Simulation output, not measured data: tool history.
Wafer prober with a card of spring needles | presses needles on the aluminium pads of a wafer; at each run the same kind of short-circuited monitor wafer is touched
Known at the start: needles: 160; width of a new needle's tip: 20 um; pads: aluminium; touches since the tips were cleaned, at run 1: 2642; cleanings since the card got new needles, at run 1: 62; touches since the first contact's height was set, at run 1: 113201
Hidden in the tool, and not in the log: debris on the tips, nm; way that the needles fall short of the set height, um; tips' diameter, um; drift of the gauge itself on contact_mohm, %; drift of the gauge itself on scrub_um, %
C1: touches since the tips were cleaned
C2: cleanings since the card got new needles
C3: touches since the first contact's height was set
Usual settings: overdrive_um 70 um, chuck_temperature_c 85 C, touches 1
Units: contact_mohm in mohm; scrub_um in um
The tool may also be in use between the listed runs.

{"run": 1, "hour": 0.0, "overdrive_um": 70, "chuck_temperature_c": 85, "touches": 1, "C1": 2642, "C2": 62, "C3": 113201, "contact_mohm": 229, "scrub_um": 10.87}
{"hour": 12.5, "done": "tips cleaned on abrasive film"}
{"run": 2, "hour": 20.6, "overdrive_um": 70, "chuck_temperature_c": 85, "touches": 1, "C1": 2790, "C2": 63, "C3": 120303, "contact_mohm": 228, "scrub_um": 10.9}
{"hour": 31.2, "done": "tips cleaned on abrasive film"}
{"run": 3, "hour": 41.8, "overdrive_um": 70, "chuck_temperature_c": 85, "touches": 1, "C1": 3654, "C2": 64, "C3": 127616, "contact_mohm": 239, "scrub_um": 10.98}
{"hour": 48.9, "done": "tips cleaned on abrasive film"}
{"hour": 66.3, "done": "tips cleaned on abrasive film"}
{"run": 4, "hour": 67.3, "overdrive_um": 70, "chuck_temperature_c": 85, "touches": 1, "C1": 337, "C2": 66, "C3": 136396, "contact_mohm": 201, "scrub_um": 10.84}
{"hour": 86.0, "done": "tips cleaned on abrasive film"}
{"run": 5, "hour": 86.0, "overdrive_um": 70, "chuck_temperature_c": 53, "touches": 1, "C1": 0, "C2": 67, "C3": 142830, "contact_mohm": 190, "scrub_um": 10.79}
{"run": 6, "hour": 103.0, "overdrive_um": 70, "chuck_temperature_c": 85, "touches": 1, "C1": 5918, "C2": 67, "C3": 148748, "contact_mohm": 246, "scrub_um": 10.82}
{"hour": 107.0, "done": "tips cleaned on abrasive film"}
{"hour": 125.5, "done": "tips cleaned on abrasive film"}
{"run": 7, "hour": 139.1, "overdrive_um": 70, "chuck_temperature_c": 85, "touches": 1, "C1": 4709, "C2": 69, "C3": 161175, "contact_mohm": 242, "scrub_um": 10.77}
{"hour": 144.0, "done": "tips cleaned on abrasive film"}
{"hour": 155.1, "done": "height of the first contact set anew"}
{"hour": 162.2, "done": "tips cleaned on abrasive film"}
{"run": 8, "hour": 162.2, "overdrive_um": 70, "chuck_temperature_c": 85, "touches": 1, "C1": 0, "C2": 71, "C3": 2411, "contact_mohm": 195, "scrub_um": 10.57}
{"hour": 180.3, "done": "tips cleaned on abrasive film"}
{"run": 9, "hour": 187.5, "overdrive_um": 76, "chuck_temperature_c": 84, "touches": 2, "C1": 2511, "C2": 72, "C3": 11167, "contact_mohm": 211, "scrub_um": 11.52}
{"hour": 200.5, "done": "tips cleaned on abrasive film"}
{"hour": 218.7, "done": "tips cleaned on abrasive film"}
{"run": 10, "hour": 224.3, "overdrive_um": 73, "chuck_temperature_c": 50, "touches": 2, "C1": 1950, "C2": 74, "C3": 23857, "contact_mohm": 204, "scrub_um": 11.03}
{"hour": 238.5, "done": "tips cleaned on abrasive film"}
{"hour": 256.9, "done": "tips cleaned on abrasive film"}
{"run": 11, "hour": 260.4, "overdrive_um": 73, "chuck_temperature_c": 50, "touches": 1, "C1": 1223, "C2": 76, "C3": 36310, "contact_mohm": 214, "scrub_um": 10.99}
{"hour": 276.7, "done": "tips cleaned on abrasive film"}
{"hour": 296.6, "done": "tips cleaned on abrasive film"}
{"run": 12, "hour": 302.2, "overdrive_um": 77, "chuck_temperature_c": 29, "touches": 1, "C1": 1957, "C2": 78, "C3": 50728, "contact_mohm": 208, "scrub_um": 11.63}
{"hour": 314.1, "done": "tips cleaned on abrasive film"}
{"hour": 333.0, "done": "tips cleaned on abrasive film"}
{"run": 13, "hour": 333.3, "overdrive_um": 77, "chuck_temperature_c": 26, "touches": 2, "C1": 109, "C2": 80, "C3": 61429, "contact_mohm": 181, "scrub_um": 11.64}
{"hour": 346.6, "done": "height of the first contact set anew, once more"}
{"hour": 353.6, "done": "tips cleaned on abrasive film"}
{"run": 14, "hour": 360.3, "overdrive_um": 77, "chuck_temperature_c": 26, "touches": 2, "C1": 2320, "C2": 81, "C3": 4718, "contact_mohm": 201, "scrub_um": 12.15}
{"hour": 371.9, "done": "tips cleaned on abrasive film"}
{"run": 15, "hour": 385.5, "overdrive_um": 60, "chuck_temperature_c": 85, "touches": 1, "C1": 4701, "C2": 82, "C3": 13409, "contact_mohm": 261, "scrub_um": 9.45}
{"hour": 390.8, "done": "tips cleaned on abrasive film"}
{"hour": 408.2, "done": "tips cleaned on abrasive film"}
{"run": 16, "hour": 408.6, "overdrive_um": 60, "chuck_temperature_c": 85, "touches": 1, "C1": 141, "C2": 84, "C3": 21354, "contact_mohm": 206, "scrub_um": 9.38}

How the hidden state differs across the entries between the runs, from the last listed run before each to the first after it:
Between runs 1 and 2: tips cleaned on abrasive film (hour 12.5)
  debris on the tips, nm: 52.2 -> 50.1; way that the needles fall short of the set height, um: 1.15 -> 1.24; tips' diameter, um: 21.58 -> 21.62
  measured less the result without the state, contact_mohm: +42 -> +41 mohm; scrub_um: -0.19 -> -0.19 um
Between runs 2 and 3: tips cleaned on abrasive film (hour 31.2)
  debris on the tips, nm: 50.1 -> 57.9; way that the needles fall short of the set height, um: 1.24 -> 1.3; tips' diameter, um: 21.62 -> 21.64
  measured less the result without the state, contact_mohm: +41 -> +47 mohm; scrub_um: -0.19 -> -0.21 um
Between runs 3 and 4: tips cleaned on abrasive film (hour 48.9); tips cleaned on abrasive film (hour 66.3)
  debris on the tips, nm: 57.9 -> 15.7; way that the needles fall short of the set height, um: 1.3 -> 1.45; tips' diameter, um: 21.64 -> 21.69
  measured less the result without the state, contact_mohm: +47 -> +14 mohm; scrub_um: -0.21 -> -0.23 um
Between runs 4 and 5: tips cleaned on abrasive film (hour 86)
  debris on the tips, nm: 15.7 -> 5.1; way that the needles fall short of the set height, um: 1.45 -> 1.55; tips' diameter, um: 21.69 -> 21.72
  measured less the result without the state, contact_mohm: +14 -> +6 mohm; scrub_um: -0.23 -> -0.24 um
Between runs 6 and 7: tips cleaned on abrasive film (hour 107); tips cleaned on abrasive film (hour 125.5)
  debris on the tips, nm: 68 -> 65.4; way that the needles fall short of the set height, um: 1.55 -> 1.7; tips' diameter, um: 21.72 -> 21.78
  measured less the result without the state, contact_mohm: +56 -> +54 mohm; scrub_um: -0.25 -> -0.26 um
Between runs 7 and 8: tips cleaned on abrasive film (hour 144); height of the first contact set anew (hour 155.1); tips cleaned on abrasive film (hour 162.2)
  debris on the tips, nm: 65.4 -> 4.2; way that the needles fall short of the set height, um: 1.7 -> 3.02; tips' diameter, um: 21.78 -> 21.82
  measured less the result without the state, contact_mohm: +54 -> +6 mohm; scrub_um: -0.26 -> -0.48 um
Between runs 8 and 9: tips cleaned on abrasive film (hour 180.3)
  debris on the tips, nm: 4.2 -> 51.3; way that the needles fall short of the set height, um: 3.02 -> 3.09; tips' diameter, um: 21.82 -> 21.85
  measured less the result without the state, contact_mohm: +6 -> +25 mohm; scrub_um: -0.48 -> -0.49 um
Between runs 9 and 10: tips cleaned on abrasive film (hour 200.5); tips cleaned on abrasive film (hour 218.7)
  debris on the tips, nm: 51.3 -> 44.5; way that the needles fall short of the set height, um: 3.09 -> 3.26; tips' diameter, um: 21.85 -> 21.91
  measured less the result without the state, contact_mohm: +25 -> +24 mohm; scrub_um: -0.49 -> -0.52 um
Between runs 10 and 11: tips cleaned on abrasive film (hour 238.5); tips cleaned on abrasive film (hour 256.9)
  debris on the tips, nm: 44.5 -> 35.7; way that the needles fall short of the set height, um: 3.26 -> 3.42; tips' diameter, um: 21.91 -> 21.96
  measured less the result without the state, contact_mohm: +24 -> +32 mohm; scrub_um: -0.52 -> -0.54 um
Between runs 11 and 12: tips cleaned on abrasive film (hour 276.7); tips cleaned on abrasive film (hour 296.6)
  debris on the tips, nm: 35.7 -> 40.8; way that the needles fall short of the set height, um: 3.42 -> 3.55; tips' diameter, um: 21.96 -> 22.01
  measured less the result without the state, contact_mohm: +32 -> +34 mohm; scrub_um: -0.54 -> -0.56 um
Between runs 12 and 13: tips cleaned on abrasive film (hour 314.1); tips cleaned on abrasive film (hour 333)
  debris on the tips, nm: 40.8 -> 8.6; way that the needles fall short of the set height, um: 3.55 -> 3.71; tips' diameter, um: 22.01 -> 22.06
  measured less the result without the state, contact_mohm: +34 -> +6 mohm; scrub_um: -0.56 -> -0.59 um
Between runs 13 and 14: height of the first contact set anew, once more (hour 346.6); tips cleaned on abrasive film (hour 353.6)
  debris on the tips, nm: 8.6 -> 45.4; way that the needles fall short of the set height, um: 3.71 -> 0.06; tips' diameter, um: 22.06 -> 22.09
  measured less the result without the state, contact_mohm: +6 -> +21 mohm; scrub_um: -0.59 -> -0.01 um
Between runs 14 and 15: tips cleaned on abrasive film (hour 371.9)
  debris on the tips, nm: 45.4 -> 65.6; way that the needles fall short of the set height, um: 0.06 -> 0.14; tips' diameter, um: 22.09 -> 22.11
  measured less the result without the state, contact_mohm: +21 -> +70 mohm; scrub_um: -0.01 -> -0.03 um
Between runs 15 and 16: tips cleaned on abrasive film (hour 390.8); tips cleaned on abrasive film (hour 408.2)
  debris on the tips, nm: 65.6 -> 11.4; way that the needles fall short of the set height, um: 0.14 -> 0.28; tips' diameter, um: 22.11 -> 22.16
  measured less the result without the state, contact_mohm: +70 -> +14 mohm; scrub_um: -0.03 -> -0.05 um

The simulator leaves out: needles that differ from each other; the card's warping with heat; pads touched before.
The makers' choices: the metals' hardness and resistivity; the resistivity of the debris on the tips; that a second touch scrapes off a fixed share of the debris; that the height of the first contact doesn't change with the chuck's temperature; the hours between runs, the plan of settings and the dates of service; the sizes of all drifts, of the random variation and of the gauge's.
